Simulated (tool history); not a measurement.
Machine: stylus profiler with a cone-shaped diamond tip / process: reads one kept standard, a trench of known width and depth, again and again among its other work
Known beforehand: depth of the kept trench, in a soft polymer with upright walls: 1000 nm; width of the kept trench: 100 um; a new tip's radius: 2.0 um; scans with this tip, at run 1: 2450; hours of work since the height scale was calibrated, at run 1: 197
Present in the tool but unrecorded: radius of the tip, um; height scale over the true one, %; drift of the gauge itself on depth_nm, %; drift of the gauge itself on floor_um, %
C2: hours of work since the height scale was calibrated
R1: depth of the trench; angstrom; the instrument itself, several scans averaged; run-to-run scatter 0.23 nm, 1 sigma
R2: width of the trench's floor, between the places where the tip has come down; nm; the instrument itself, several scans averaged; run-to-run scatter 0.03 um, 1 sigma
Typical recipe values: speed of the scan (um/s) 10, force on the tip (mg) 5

{"run": 1, "hour": 0.0, "speed of the scan (um/s)": 10, "force on the tip (mg)": 5, "scans with this tip": 2450, "C2": 197, "R1": 10264.9, "R2": 96510}
{"run": 2, "hour": 12.8, "speed of the scan (um/s)": 10, "force on the tip (mg)": 5, "scans with this tip": 2526, "C2": 203, "R1": 10262.7, "R2": 96540}
{"run": 3, "hour": 28.3, "speed of the scan (um/s)": 10, "force on the tip (mg)": 5, "scans with this tip": 2618, "C2": 210, "R1": 10265, "R2": 96490}
{"run": 4, "hour": 45.4, "speed of the scan (um/s)": 10, "force on the tip (mg)": 5, "scans with this tip": 2720, "C2": 218, "R1": 10261.1, "R2": 96480}
{"run": 5, "hour": 59.7, "speed of the scan (um/s)": 2, "force on the tip (mg)": 5, "scans with this tip": 2805, "C2": 225, "R1": 10258.7, "R2": 96530}
{"run": 6, "hour": 75.6, "speed of the scan (um/s)": 2, "force on the tip (mg)": 5, "scans with this tip": 2899, "C2": 233, "R1": 10261.2, "R2": 96590}
{"run": 7, "hour": 87.9, "speed of the scan (um/s)": 2, "force on the tip (mg)": 5, "scans with this tip": 2973, "C2": 239, "R1": 10260.7, "R2": 96510}
{"run": 8, "hour": 101.4, "speed of the scan (um/s)": 10, "force on the tip (mg)": 8.65, "scans with this tip": 3053, "C2": 245, "R1": 10375.3, "R2": 96490}
{"run": 9, "hour": 108.7, "speed of the scan (um/s)": 10, "force on the tip (mg)": 9.87, "scans with this tip": 3097, "C2": 249, "R1": 10412.3, "R2": 96510}
{"run": 10, "hour": 122.5, "speed of the scan (um/s)": 10, "force on the tip (mg)": 9.87, "scans with this tip": 3179, "C2": 255, "R1": 10413.7, "R2": 96530}
{"run": 11, "hour": 136.0, "speed of the scan (um/s)": 10, "force on the tip (mg)": 9.87, "scans with this tip": 3260, "C2": 262, "R1": 10412.1, "R2": 96530}
{"run": 12, "hour": 146.1, "speed of the scan (um/s)": 10, "force on the tip (mg)": 9.87, "scans with this tip": 3319, "C2": 267, "R1": 10410.4, "R2": 96520}
{"run": 13, "hour": 158.1, "speed of the scan (um/s)": 29, "force on the tip (mg)": 5, "scans with this tip": 3391, "C2": 272, "R1": 10264.9, "R2": 96480}
{"run": 14, "hour": 170.6, "speed of the scan (um/s)": 23, "force on the tip (mg)": 7.73, "scans with this tip": 3465, "C2": 278, "R1": 10343.9, "R2": 96490}
{"run": 15, "hour": 178.6, "speed of the scan (um/s)": 33, "force on the tip (mg)": 7.94, "scans with this tip": 3513, "C2": 282, "R1": 10356.1, "R2": 96510}
{"run": 16, "hour": 187.0, "speed of the scan (um/s)": 33, "force on the tip (mg)": 7.94, "scans with this tip": 3563, "C2": 286, "R1": 10355, "R2": 96530}

The next listed run, before its measurement:
{"run": 17, "hour": 194.7, "speed of the scan (um/s)": 16, "force on the tip (mg)": 4.58, "scans with this tip": 3609, "C2": 290, "R1": "?", "R2": "?"}

{"run 17": {"R1": 10245.5, "R2": 96540}}
Take away the tool's hidden state, keep the run-to-run variation as it was, and the same run would have given R1 10245.3 angstrom, R2 96540 nm.
